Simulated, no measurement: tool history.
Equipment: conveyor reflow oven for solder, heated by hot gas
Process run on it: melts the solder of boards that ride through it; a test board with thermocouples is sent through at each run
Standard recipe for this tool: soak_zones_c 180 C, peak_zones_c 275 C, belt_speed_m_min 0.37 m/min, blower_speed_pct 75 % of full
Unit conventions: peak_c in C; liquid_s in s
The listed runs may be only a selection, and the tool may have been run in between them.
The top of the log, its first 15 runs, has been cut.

run     day  soak_zones_c  peak_zones_c  belt_speed_m_min  blower_speed_pct  hours of work since the flux was cleaned out  hours of work since the belt drive was overhauled  hours of work since the thermocouples were changed  peak_c  liquid_s
 16  13.083           180           275              0.37                58                                           149                                                149                                                 632   259.2      94.4
 17  13.604           180           275              0.37                58                                           155                                                155                                                 638   259.6      94.7
 18   14.15           180           265             0.352                82                                           161                                                161                                                 644   256.2      98.8
 19  15.125           180           285              0.37                57                                           172                                                172                                                 655   268.3     101.4
 20  15.621           180           285              0.37                57                                           178                                                178                                                 661   268.3     101.2
 21    16.7           180           270             0.356                75                                           190                                                190                                                 673   260.2      99.5
 22  17.542           193           277             0.386                75                                           199                                                199                                                 682   265.5       103
 23  18.162           193           277             0.386                75                                           206                                                206                                                 689   265.7     103.4
 24  18.967           193           277             0.386                75                                           216                                                216                                                 699   265.4     102.5
 25  19.662           193           277             0.386                75                                           223                                                223                                                 707   265.7       103
 26  20.683           169           287             0.329                86                                           235                                                235                                                 718     278     116.5
 27  21.596           169           284             0.336                72                                           245                                                245                                                 728   272.2     110.2
 28    22.1           169           284             0.336                72                                           251                                                251                                                 734   272.2     110.3
 29  22.862           180           265             0.356                71                                           260                                                260                                                 743   254.9      95.6
 30  23.462           180           275             0.303                75                                           267                                                267                                                 750   268.3     126.1

Each row is a separate what-if for the run after 30, all from the same tool condition, not one after another. Results?
  A  23.954           180           273             0.372                75                                           272                                                272                                                 755       ?         ?
  B  23.954           180           283             0.303                75                                           272                                                272                                                 755       ?         ?
  C  23.954           186           275             0.314                79                                           272                                                272                                                 755       ?         ?

run  peak_c  liquid_s
  A   260.7      96.5
  B   275.3     131.6
  C   269.3     125.2
Without the tool's unlogged condition, the same runs would have read:
run  peak_c  liquid_s
  A   258.9      94.7
  B   273.2     129.4
  C   267.2       123
